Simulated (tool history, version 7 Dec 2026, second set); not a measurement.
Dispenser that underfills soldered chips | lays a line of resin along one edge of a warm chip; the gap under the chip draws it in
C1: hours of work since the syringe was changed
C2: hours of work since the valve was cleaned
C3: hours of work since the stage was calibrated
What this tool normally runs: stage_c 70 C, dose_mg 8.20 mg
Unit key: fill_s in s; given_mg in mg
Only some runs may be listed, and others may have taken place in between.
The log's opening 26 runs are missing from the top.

{"run": 27, "day": 4.038, "stage_c": 60, "dose_mg": 9.38, "C1": 7, "C2": 118, "C3": 175, "fill_s": 73.3, "given_mg": 8.47}
{"run": 28, "day": 4.154, "stage_c": 76, "dose_mg": 7.02, "C1": 9, "C2": 120, "C3": 178, "fill_s": 46.3, "given_mg": 6.28}
{"day": 4.246, "done": "new syringe of resin"}
{"run": 29, "day": 4.367, "stage_c": 76, "dose_mg": 7.02, "C1": 2, "C2": 124, "C3": 181, "fill_s": 34.8, "given_mg": 6.2}
{"run": 30, "day": 4.542, "stage_c": 67, "dose_mg": 9.25, "C1": 6, "C2": 127, "C3": 185, "fill_s": 52.2, "given_mg": 8.26}
{"run": 31, "day": 4.696, "stage_c": 78, "dose_mg": 9.18, "C1": 9, "C2": 130, "C3": 188, "fill_s": 38.5, "given_mg": 8.05}
{"run": 32, "day": 4.792, "stage_c": 78, "dose_mg": 9.18, "C1": 10, "C2": 132, "C3": 190, "fill_s": 39.8, "given_mg": 8.04}
{"day": 4.842, "done": "new syringe of resin"}
{"run": 33, "day": 4.925, "stage_c": 75, "dose_mg": 9.51, "C1": 2, "C2": 134, "C3": 192, "fill_s": 32.6, "given_mg": 8.34}
{"run": 34, "day": 5.046, "stage_c": 74, "dose_mg": 7.56, "C1": 4, "C2": 137, "C3": 194, "fill_s": 38.1, "given_mg": 6.64}
{"run": 35, "day": 5.204, "stage_c": 56, "dose_mg": 10.29, "C1": 7, "C2": 140, "C3": 197, "fill_s": 86.6, "given_mg": 9.06}

Consider 3 possible next runs. They are alternatives, not a sequence: every one starts from the tool as it was left by run 35. What does each give?
{"run": "A", "day": 5.312, "stage_c": 56, "dose_mg": 10.13, "C1": 9, "C2": 142, "C3": 199, "fill_s": "?", "given_mg": "?"}
{"run": "B", "day": 5.312, "stage_c": 63, "dose_mg": 9.16, "C1": 9, "C2": 142, "C3": 199, "fill_s": "?", "given_mg": "?"}
{"run": "C", "day": 5.312, "stage_c": 70, "dose_mg": 9.96, "C1": 9, "C2": 142, "C3": 199, "fill_s": "?", "given_mg": "?"}

run=A fill_s=93.2 given_mg=8.95
run=B fill_s=70.6 given_mg=8.07
run=C fill_s=52.7 given_mg=8.75
What these runs would have given with no unlogged condition in the tool:
run=A fill_s=61.5 given_mg=10.23
run=B fill_s=46.5 given_mg=9.22
run=C fill_s=35.0 given_mg=10.00

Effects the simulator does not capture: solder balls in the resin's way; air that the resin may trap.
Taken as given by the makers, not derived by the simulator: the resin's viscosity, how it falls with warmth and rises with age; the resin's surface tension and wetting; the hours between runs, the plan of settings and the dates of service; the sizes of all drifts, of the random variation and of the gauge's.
